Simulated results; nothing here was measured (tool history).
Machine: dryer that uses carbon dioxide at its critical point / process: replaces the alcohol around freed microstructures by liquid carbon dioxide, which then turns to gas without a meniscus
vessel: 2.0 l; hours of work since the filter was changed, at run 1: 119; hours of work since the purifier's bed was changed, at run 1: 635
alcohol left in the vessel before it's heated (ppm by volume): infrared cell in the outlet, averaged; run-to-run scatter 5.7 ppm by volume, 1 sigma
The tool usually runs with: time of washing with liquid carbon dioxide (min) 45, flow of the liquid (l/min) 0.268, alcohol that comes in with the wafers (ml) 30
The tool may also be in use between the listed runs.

| run | day | time of washing with liquid carbon dioxide (min) | flow of the liquid (l/min) | alcohol that comes in with the wafers (ml) | hours of work since the filter was changed | hours of work since the purifier's bed was changed | alcohol left in the vessel before it's heated (ppm by volume) |
|---|---|---|---|---|---|---|---|
| 1 | 0 | 45 | 0.268 | 30 | 119 | 635 | 285 |
| 2 | 1.05 | 45 | 0.268 | 30 | 133 | 649 | 292 |
| 3 | 2.354 | 45 | 0.268 | 30 | 151 | 666 | 289 |
| 4 | 3.229 | 45 | 0.268 | 30 | 162 | 678 | 289 |
| 5 | 4.125 | 45 | 0.268 | 30 | 174 | 690 | 300 |
| 6 | 5.458 | 72 | 0.182 | 30 | 192 | 707 | 233 |
| 7 | 7.017 | 72 | 0.381 | 30 | 213 | 728 | 107 |
| 8 | 8.275 | 56 | 0.207 | 27 | 229 | 745 | 312 |
| 9 | 9.938 | 55 | 0.268 | 32 | 251 | 767 | 189 |

The next listed run, before its measurement:
| 10 | 11.546 | 55 | 0.268 | 32 | 273 | 788 | ? |

alcohol left in the vessel before it's heated (ppm by volume): 192
With the hidden condition absent and the run-to-run variation left alone, this run would have shown alcohol left in the vessel before it's heated (ppm by volume) 72.

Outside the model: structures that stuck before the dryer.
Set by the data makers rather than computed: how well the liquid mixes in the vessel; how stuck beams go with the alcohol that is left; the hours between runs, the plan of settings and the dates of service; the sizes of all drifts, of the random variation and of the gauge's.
